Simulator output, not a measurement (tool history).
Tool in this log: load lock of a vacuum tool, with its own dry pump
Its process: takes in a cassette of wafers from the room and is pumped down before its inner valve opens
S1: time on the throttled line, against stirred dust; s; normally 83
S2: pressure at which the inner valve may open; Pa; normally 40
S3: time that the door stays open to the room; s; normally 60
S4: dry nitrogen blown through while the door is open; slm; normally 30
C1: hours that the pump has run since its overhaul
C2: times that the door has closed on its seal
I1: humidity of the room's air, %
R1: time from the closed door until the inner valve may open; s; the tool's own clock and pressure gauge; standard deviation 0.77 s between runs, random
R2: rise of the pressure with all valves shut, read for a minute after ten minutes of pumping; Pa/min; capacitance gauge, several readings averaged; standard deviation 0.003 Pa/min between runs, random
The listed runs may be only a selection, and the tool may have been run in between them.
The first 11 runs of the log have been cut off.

{"run": 12, "hour": 1096.1, "S1": 83, "S2": 40, "S3": 60, "S4": 39, "C1": 9375, "C2": 17516, "I1": 46.2, "R1": 125.2, "R2": 0.139}
{"run": 13, "hour": 1223.5, "S1": 83, "S2": 40, "S3": 60, "S4": 30, "C1": 9502, "C2": 17927, "I1": 45.3, "R1": 123.0, "R2": 0.141}
{"run": 14, "hour": 1354.0, "S1": 102, "S2": 40, "S3": 60, "S4": 30, "C1": 9633, "C2": 18348, "I1": 40.1, "R1": 139.6, "R2": 0.148}
{"run": 15, "hour": 1469.0, "S1": 102, "S2": 40, "S3": 60, "S4": 30, "C1": 9748, "C2": 18719, "I1": 46.7, "R1": 138.5, "R2": 0.16}
{"run": 16, "hour": 1558.8, "S1": 102, "S2": 40, "S3": 60, "S4": 30, "C1": 9837, "C2": 19009, "I1": 47.2, "R1": 138.8, "R2": 0.158}
{"run": 17, "hour": 1648.9, "S1": 102, "S2": 40, "S3": 60, "S4": 30, "C1": 9928, "C2": 19300, "I1": 47.9, "R1": 140.6, "R2": 0.17}
{"run": 18, "hour": 1738.7, "S1": 102, "S2": 40, "S3": 60, "S4": 30, "C1": 10017, "C2": 19589, "I1": 42.1, "R1": 140.4, "R2": 0.158}
{"run": 19, "hour": 1834.0, "S1": 47, "S2": 32, "S3": 102, "S4": 7, "C1": 10113, "C2": 19897, "I1": 45.3, "R1": 96.8, "R2": 0.21}
{"run": 20, "hour": 1932.6, "S1": 47, "S2": 32, "S3": 102, "S4": 7, "C1": 10211, "C2": 20215, "I1": 45.0, "R1": 97.3, "R2": 0.212}
{"run": 21, "hour": 2022.6, "S1": 47, "S2": 47, "S3": 102, "S4": 7, "C1": 10301, "C2": 20505, "I1": 45.3, "R1": 93.6, "R2": 0.216}
{"run": 22, "hour": 2091.8, "S1": 83, "S2": 73, "S3": 60, "S4": 25, "C1": 10370, "C2": 20729, "I1": 44.1, "R1": 121.7, "R2": 0.176}
{"run": 23, "hour": 2171.4, "S1": 83, "S2": 73, "S3": 60, "S4": 25, "C1": 10450, "C2": 20985, "I1": 50.1, "R1": 120.9, "R2": 0.183}
{"run": 24, "hour": 2243.7, "S1": 91, "S2": 44, "S3": 62, "S4": 6, "C1": 10522, "C2": 21219, "I1": 44.4, "R1": 130.0, "R2": 0.213}
{"run": 25, "hour": 2350.5, "S1": 91, "S2": 40, "S3": 49, "S4": 6, "C1": 10629, "C2": 21563, "I1": 45.8, "R1": 132.3, "R2": 0.199}
{"run": 26, "hour": 2431.4, "S1": 83, "S2": 40, "S3": 56, "S4": 41, "C1": 10710, "C2": 21824, "I1": 46.3, "R1": 124.4, "R2": 0.185}

Predict the results of run 27:
{"run": 27, "hour": 2552.6, "S1": 83, "S2": 40, "S3": 56, "S4": 41, "C1": 10831, "C2": 22215, "I1": 43.5, "R1": "?", "R2": "?"}

R1: 125.9 s
R2: 0.192 Pa/min
The same run, on a tool lacking any hidden state, would have yielded R1 119.3 s, R2 0.017 Pa/min.

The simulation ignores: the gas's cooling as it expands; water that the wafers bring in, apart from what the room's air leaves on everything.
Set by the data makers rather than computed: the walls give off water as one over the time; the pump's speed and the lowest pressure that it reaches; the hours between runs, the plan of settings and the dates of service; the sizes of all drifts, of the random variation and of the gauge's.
